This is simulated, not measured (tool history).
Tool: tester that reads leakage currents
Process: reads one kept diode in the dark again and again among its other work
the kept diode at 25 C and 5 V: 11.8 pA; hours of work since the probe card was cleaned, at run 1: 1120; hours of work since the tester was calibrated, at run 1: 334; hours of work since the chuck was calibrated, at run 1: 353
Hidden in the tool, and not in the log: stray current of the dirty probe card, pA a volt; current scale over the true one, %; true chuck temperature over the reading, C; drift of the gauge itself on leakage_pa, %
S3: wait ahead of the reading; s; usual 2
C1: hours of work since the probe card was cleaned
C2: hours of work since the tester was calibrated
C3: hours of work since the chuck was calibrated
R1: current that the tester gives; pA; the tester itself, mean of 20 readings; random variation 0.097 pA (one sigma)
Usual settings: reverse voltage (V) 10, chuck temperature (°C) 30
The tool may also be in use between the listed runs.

Run 1, hour 0: usual settings; C1 1120; C2 334; C3 353. Result: R1 37.85 pA.
Run 2, hour 18.6: usual settings; C1 1129; C2 342; C3 361. Result: R1 38.13 pA.
Run 3, hour 46.9: usual settings but S3 7.36 s; C1 1141; C2 355; C3 373. Result: R1 37.66 pA.
Run 4, hour 70.2: usual settings but S3 7.36 s; C1 1152; C2 365; C3 384. Result: R1 38.1 pA.
Run 5, hour 98.6: usual settings but S3 7.36 s; C1 1164; C2 378; C3 396. Result: R1 38.2 pA.
Run 6, hour 123.6: usual settings but S3 7.36 s; C1 1176; C2 389; C3 408. Result: R1 38.19 pA.
Run 7, hour 139.3: usual settings but S3 7.36 s; C1 1183; C2 396; C3 415. Result: R1 38.24 pA.
Run 8, hour 162.4: usual settings but S3 7.36 s; C1 1193; C2 406; C3 425. Result: R1 38.47 pA.
Run 9, hour 185.7: usual settings but chuck temperature (°C) 34; C1 1203; C2 416; C3 435. Result: R1 49.41 pA.
Run 10, hour 207.6: usual settings but chuck temperature (°C) 35; C1 1213; C2 426; C3 445. Result: R1 52.63 pA.
Run 11, hour 222.3: usual settings but chuck temperature (°C) 35; C1 1220; C2 433; C3 452. Result: R1 52.63 pA.
Run 12, hour 242.7: usual settings but S3 9.04 s; C1 1229; C2 442; C3 461. Result: R1 38.69 pA.
Run 13, hour 267: usual settings but S3 9.04 s; C1 1240; C2 453; C3 472. Result: R1 38.77 pA.
Run 14, hour 280.2: usual settings but S3 9.04 s; C1 1245; C2 459; C3 477. Result: R1 38.81 pA.
Run 15, hour 309.8: usual settings but chuck temperature (°C) 35; C1 1259; C2 472; C3 491. Result: R1 52.8 pA.
Run 16, hour 328.4: usual settings but chuck temperature (°C) 35; C1 1267; C2 480; C3 499. Result: R1 52.9 pA.
Run 17, hour 346.7: usual settings; C1 1275; C2 488; C3 507. Result: R1 39.07 pA.
Run 18, hour 378.5: usual settings; C1 1289; C2 502; C3 521. Result: R1 39.16 pA.
Run 19, hour 398.8: usual settings; C1 1298; C2 511; C3 530. Result: R1 39.41 pA.
Run 20, hour 430.3: usual settings; C1 1312; C2 526; C3 544. Result: R1 39.55 pA.
Run 21, hour 447.3: usual settings but chuck temperature (°C) 54; C1 1320; C2 533; C3 552. Result: R1 187.68 pA.
Run 22, hour 461.5: usual settings but chuck temperature (°C) 35, S3 2.87 s; C1 1326; C2 539; C3 558. Result: R1 53.26 pA.
Run 23, hour 481.2: usual settings but chuck temperature (°C) 35, S3 2.87 s; C1 1335; C2 548; C3 567. Result: R1 53.21 pA.
Run 24, hour 500.8: usual settings but reverse voltage (V) 7.3, S3 5.65 s; C1 1344; C2 557; C3 576. Result: R1 31.33 pA.
Run 25, hour 518.9: usual settings but chuck temperature (°C) 34, S3 0.5 s; C1 1352; C2 565; C3 584. Result: R1 51.16 pA.
Run 26, hour 547.5: usual settings but reverse voltage (V) 1.7, chuck temperature (°C) 43, S3 8.49 s; C1 1365; C2 578; C3 597. Result: R1 28.77 pA.
Run 27, hour 563.4: usual settings but reverse voltage (V) 4, chuck temperature (°C) 38, S3 3.57 s; C1 1372; C2 585; C3 604. Result: R1 35.1 pA.
Run 28, hour 587.8: usual settings but reverse voltage (V) 10.8, S3 5.73 s; C1 1383; C2 596; C3 615. Result: R1 41.89 pA.
Run 29, hour 618.3: usual settings but reverse voltage (V) 10.8, chuck temperature (°C) 40, S3 5.73 s; C1 1396; C2 609; C3 628. Result: R1 76.82 pA.
Run 30, hour 634: usual settings but reverse voltage (V) 2.5, S3 0.48 s; C1 1403; C2 616; C3 635. Result: R1 15.22 pA.
Run 31, hour 649: usual settings but reverse voltage (V) 1.4; C1 1410; C2 623; C3 642. Result: R1 10.13 pA.
Run 32, hour 677.1: usual settings but chuck temperature (°C) 47, S3 0.37 s; C1 1422; C2 636; C3 654. Result: R1 117.94 pA.
Run 33, hour 706.1: usual settings but chuck temperature (°C) 47, S3 0.37 s; C1 1435; C2 648; C3 667. Result: R1 118.95 pA.
Run 34, hour 719.1: usual settings but chuck temperature (°C) 47, S3 0.37 s; C1 1441; C2 654; C3 673. Result: R1 117.59 pA.
Run 35, hour 749.1: usual settings but chuck temperature (°C) 47, S3 0.37 s; C1 1454; C2 668; C3 687. Result: R1 117.98 pA.
Run 36, hour 765.2: usual settings but reverse voltage (V) 4.2, chuck temperature (°C) 42, S3 8.54 s; C1 1462; C2 675; C3 694. Result: R1 47.88 pA.
Run 37, hour 795.3: usual settings but reverse voltage (V) 2; C1 1475; C2 688; C3 707. Result: R1 12.97 pA.

Some steps in R1 between neighbouring runs. How much of each would the tool show without its hidden state too (settings, what came in, random variation), and how much is left for the hidden state, with any gauge scatter that isn't in both results?
Run 20 -> 21: chuck temperature (°C) 30 -> 54. R1 +148.13 pA: hidden state -4.09, all else +152.22.
Run 21 -> 22: chuck temperature (°C) 54 -> 35, S3 2 -> 2.87. R1 -134.42 pA: hidden state +3.77, all else -138.19.
Run 25 -> 26: reverse voltage (V) 10 -> 1.7, chuck temperature (°C) 34 -> 43, S3 0.5 -> 8.49. R1 -22.39 pA: hidden state -10.33, all else -12.06.
Run 27 -> 28: reverse voltage (V) 4 -> 10.8, chuck temperature (°C) 38 -> 30, S3 3.57 -> 5.73. R1 +6.79 pA: hidden state +8.93, all else -2.14.
Run 29 -> 30: reverse voltage (V) 10.8 -> 2.5, chuck temperature (°C) 40 -> 30, S3 5.73 -> 0.48. R1 -61.6 pA: hidden state -9.12, all else -52.48.
Run 31 -> 32: reverse voltage (V) 1.4 -> 10, chuck temperature (°C) 30 -> 47, S3 2 -> 0.37. R1 +107.81 pA: hidden state +8.15, all else +99.66.
